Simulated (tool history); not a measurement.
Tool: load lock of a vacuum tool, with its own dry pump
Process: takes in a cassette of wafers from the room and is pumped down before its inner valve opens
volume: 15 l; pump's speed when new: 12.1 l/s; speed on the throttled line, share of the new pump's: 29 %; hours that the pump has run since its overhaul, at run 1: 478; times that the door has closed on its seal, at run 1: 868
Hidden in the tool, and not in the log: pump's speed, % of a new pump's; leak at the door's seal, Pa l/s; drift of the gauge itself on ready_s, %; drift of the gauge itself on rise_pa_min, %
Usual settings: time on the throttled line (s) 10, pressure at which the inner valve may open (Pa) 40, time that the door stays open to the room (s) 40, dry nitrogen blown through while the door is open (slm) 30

run    hour  time on the throttled line (s)  pressure at which the inner valve may open (Pa)  time that the door stays open to the room (s)  dry nitrogen blown through while the door is open (slm)  hours that the pump has run since its overhaul  times that the door has closed on its seal  incoming humidity of the room's air, %  time from the closed door until the inner valve may open (s)  rise of the pressure with all valves shut (Pa/min)
  1     0.0                              10                                               40                                             40                                                       30                                             478                                         868                                    43.1                                                          16.9                                               0.043
  2   201.1                              10                                               40                                             40                                                       30                                             679                                        1233                                    44.7                                                          16.9                                               0.048
  3   339.8                              10                                               40                                             40                                                       30                                             818                                        1484                                    46.4                                                          16.9                                               0.051
  4   583.9                              10                                               40                                             40                                                       30                                            1062                                        1927                                    45.4                                                          17.2                                               0.051
  5   817.2                              10                                               40                                             40                                                       30                                            1295                                        2351                                    47.4                                                          17.2                                               0.049
  6   987.8                              10                                               40                                             40                                                       40                                            1466                                        2660                                    43.4                                                          17.3                                               0.049
  7  1176.0                              10                                               40                                             40                                                       40                                            1654                                        3002                                    45.1                                                          17.0                                               0.049
  8  1342.4                              10                                               75                                             40                                                       30                                            1821                                        3304                                    44.6                                                          16.3                                               0.056
  9  1470.9                              10                                               40                                             40                                                       30                                            1949                                        3537                                    49.0                                                          17.1                                               0.060
 10  1734.5                              10                                               40                                             40                                                       30                                            2213                                        4016                                    46.2                                                          17.2                                               0.063
 11  1969.0                              10                                               40                                             40                                                       30                                            2447                                        4441                                    43.9                                                          17.3                                               0.061
 12  2150.9                              10                                               40                                             40                                                       30                                            2629                                        4771                                    44.4                                                          17.3                                               0.066
 13  2303.3                              10                                               40                                             40                                                       30                                            2781                                        5048                                    44.2                                                          17.4                                               0.065
 14  2488.5                              10                                               40                                             40                                                       30                                            2967                                        5384                                    40.6                                                          17.4                                               0.069
 15  2599.1                              10                                               29                                             40                                                       30                                            3077                                        5585                                    41.3                                                          17.7                                               0.070
 16  2710.7                              10                                               61                                             40                                                       30                                            3189                                        5787                                    43.9                                                          16.7                                               0.073
 17  2931.9                              10                                               61                                             40                                                       30                                            3410                                        6189                                    45.7                                                          17.0                                               0.080
 18  3057.2                               9                                               71                                             79                                                        6                                            3535                                        6416                                    43.3                                                          15.8                                               0.125
 19  3219.5                               9                                               40                                             40                                                       21                                            3698                                        6711                                    48.1                                                          16.7                                               0.092
 20  3437.7                              14                                               61                                             35                                                        4                                            3916                                        7107                                    45.3                                                          19.7                                               0.106
 21  3671.2                              14                                               61                                             35                                                        4                                            4149                                        7530                                    41.4                                                          19.7                                               0.106
 22  3858.6                              11                                               46                                             35                                                        4                                            4337                                        7871                                    43.8                                                          18.2                                               0.111
 23  3967.1                              10                                               55                                            221                                                       29                                            4445                                        8068                                    44.6                                                          17.1                                               0.146
 24  4097.5                               6                                               50                                             40                                                        6                                            4576                                        8304                                    45.3                                                          14.7                                               0.116
 25  4278.7                               6                                               50                                             40                                                        6                                            4757                                        8633                                    46.5                                                          14.6                                               0.120
 26  4476.5                              10                                               49                                             38                                                        4                                            4955                                        8992                                    45.7                                                          17.5                                               0.128
 27  4677.4                               6                                               40                                             40                                                       14                                            5156                                        9357                                    44.5                                                          15.3                                               0.114
 28  4915.6                              12                                               39                                             33                                                       13                                            5394                                        9789                                    43.9                                                          19.4                                               0.107
 29  5025.1                              12                                               39                                             33                                                       13                                            5503                                        9988                                    43.2                                                          19.4                                               0.111
 30  5178.6                               7                                               39                                             52                                                       13                                            5657                                       10266                                    44.1                                                          16.0                                               0.126
 31  5341.6                               7                                               39                                             52                                                       13                                            5820                                       10562                                    40.3                                                          16.0                                               0.126
 32  5575.6                               7                                               45                                             52                                                       14                                            6054                                       10987                                    45.2                                                          15.6                                               0.133
 33  5809.0                               7                                               65                                             40                                                       37                                            6287                                       11410                                    47.0                                                          15.4                                               0.117
 34  5998.4                               6                                               65                                             69                                                       29                                            6477                                       11754                                    41.5                                                          14.6                                               0.131

4 ways to go on from here, each from the tool as it stands after run 34. What would each give?
  A  6135.7                              10                                               40                                            105                                                       30                                            6614                                       12003                                    47.7                                                             ?                                                   ?
  B  6135.7                               6                                               35                                             28                                                        7                                            6614                                       12003                                    43.9                                                             ?                                                   ?
  C  6135.7                               6                                               38                                            185                                                       29                                            6614                                       12003                                    47.4                                                             ?                                                   ?
  D  6135.7                              15                                               65                                             69                                                       11                                            6614                                       12003                                    49.6                                                             ?                                                   ?

run  time from the closed door until the inner valve may open (s)  rise of the pressure with all valves shut (Pa/min)
  A                                                          18.0                                               0.158
  B                                                          15.7                                               0.133
  C                                                          15.5                                               0.176
  D                                                          20.5                                               0.169
Without the tool's hidden state the same runs would have given:
run  time from the closed door until the inner valve may open (s)  rise of the pressure with all valves shut (Pa/min)
  A                                                          16.8                                               0.074
  B                                                          14.3                                               0.051
  C                                                          14.1                                               0.095
  D                                                          19.6                                               0.087
